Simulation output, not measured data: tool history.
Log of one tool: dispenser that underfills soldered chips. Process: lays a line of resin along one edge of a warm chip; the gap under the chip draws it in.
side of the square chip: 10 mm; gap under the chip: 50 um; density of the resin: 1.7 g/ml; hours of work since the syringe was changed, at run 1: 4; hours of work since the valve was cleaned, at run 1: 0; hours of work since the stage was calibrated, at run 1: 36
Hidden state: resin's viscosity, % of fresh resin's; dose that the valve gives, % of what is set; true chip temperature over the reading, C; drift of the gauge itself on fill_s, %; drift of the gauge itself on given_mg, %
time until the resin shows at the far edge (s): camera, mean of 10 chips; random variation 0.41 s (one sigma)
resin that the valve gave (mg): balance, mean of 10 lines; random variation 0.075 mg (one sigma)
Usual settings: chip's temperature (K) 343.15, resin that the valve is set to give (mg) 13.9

run,day,chip's temperature (K),resin that the valve is set to give (mg),hours of work since the syringe was changed,hours of work since the valve was cleaned,hours of work since the stage was calibrated,time until the resin shows at the far edge (s),resin that the valve gave (mg)
1,0,343.15,13.9,4,0,36,38.5,13.93
# day 0.429: new syringe of resin
2,0.429,343.15,13.9,0,7,43,27.6,13.88
# day 1.112: new syringe of resin
3,1.133,343.15,13.9,0,18,54,28,13.75
4,1.725,344.15,13.9,10,28,64,60.2,13.75
# day 1.804: new syringe of resin
5,2.317,344.15,13.9,8,38,74,52.4,13.66
# day 2.504: new syringe of resin
6,2.796,344.15,15.5,5,45,81,38.9,15.15
# day 3.167: new syringe of resin
7,3.421,343.15,13.9,4,55,91,38.2,13.5
# day 3.883: new syringe of resin
8,4.108,343.15,13.9,4,67,102,36.8,13.55
# day 4.554: new syringe of resin
9,4.808,343.15,13.4,4,78,114,37.3,12.98
# day 5.242: new syringe of resin
10,5.288,351.15,13.9,1,86,121,19.4,13.42
11,5.633,351.15,12.2,6,91,127,32.6,11.76
# day 5.912: new syringe of resin
12,6.312,351.15,12.2,7,102,138,33.1,11.67
# day 6.592: new syringe of resin
13,7.008,351.15,12.2,7,113,149,33.1,11.58
# day 7.296: new syringe of resin
14,7.696,343.15,17.2,7,125,161,45.5,16.23
# day 7.967: new syringe of resin
15,8.075,343.15,17.6,2,131,167,30,16.63
16,8.421,343.15,17.6,8,136,172,47.7,16.49
# day 8.6: dispensing valve cleaned and set on the balance
# day 8.7: new syringe of resin
17,8.983,343.15,17.6,5,6,181,37.9,17.66
# day 9.396: new syringe of resin
18,9.442,343.15,17.6,1,13,188,27.6,17.5
19,9.962,351.15,16.7,9,22,197,39.5,16.68
# day 10.075: new syringe of resin
20,10.333,338.15,12.5,4,28,203,46.2,12.39
21,10.65,338.15,12.6,9,33,208,70.1,12.51
# day 10.788: new syringe of resin
22,11.296,338.15,12.6,8,44,218,63.3,12.49
# day 11.512: new syringe of resin
23,11.95,355.15,13.7,7,54,229,28,13.48
# day 12.217: new syringe of resin
24,12.338,347.15,15.7,2,60,235,24.6,15.34
25,12.825,357.15,16.3,10,68,243,32.8,16.03
# day 12.879: new syringe of resin
26,13.279,332.15,14.3,7,76,250,72,13.94
# day 13.554: new syringe of resin
27,13.738,338.15,13,3,83,258,40.3,12.7
# day 14.229: new syringe of resin
28,14.412,349.15,15.5,3,94,269,25.2,14.94
# day 14.917: new syringe of resin
29,15.146,332.15,13.6,4,106,280,54.8,12.99
# day 15.596: new syringe of resin
30,15.596,332.15,13.6,0,113,288,41.5,12.92
31,16.158,332.15,13.6,9,122,297,89.7,13.05
# day 16.288: new syringe of resin
32,16.725,332.15,13.6,7,132,306,73.9,12.94
# day 16.962: new syringe of resin
# day 17.188: dispensing valve cleaned and set on the balance
33,17.458,332.15,13.6,7,4,317,74.7,13.56
# day 17.704: new syringe of resin
34,17.888,329.15,16,3,11,324,58.3,15.94

Forecast each of these 4 alternatives for the next run:
# day 18.367: new syringe of resin
A,18.538,349.15,13.9,3,22,335,?,?
# day 18.367: new syringe of resin
B,18.538,343.15,13.9,3,22,335,?,?
# day 18.367: new syringe of resin
C,18.538,348.15,12.2,3,22,335,?,?
# day 18.367: new syringe of resin
D,18.538,340.15,13.9,3,22,335,?,?

run,time until the resin shows at the far edge (s),resin that the valve gave (mg)
A,24.4,13.83
B,30.3,13.73
C,25.6,12.15
D,35,13.86
Without the tool's hidden state the same runs would have given:
run,time until the resin shows at the far edge (s),resin that the valve gave (mg)
A,21.9,13.93
B,27.3,13.82
C,23,12.23
D,31.6,13.96
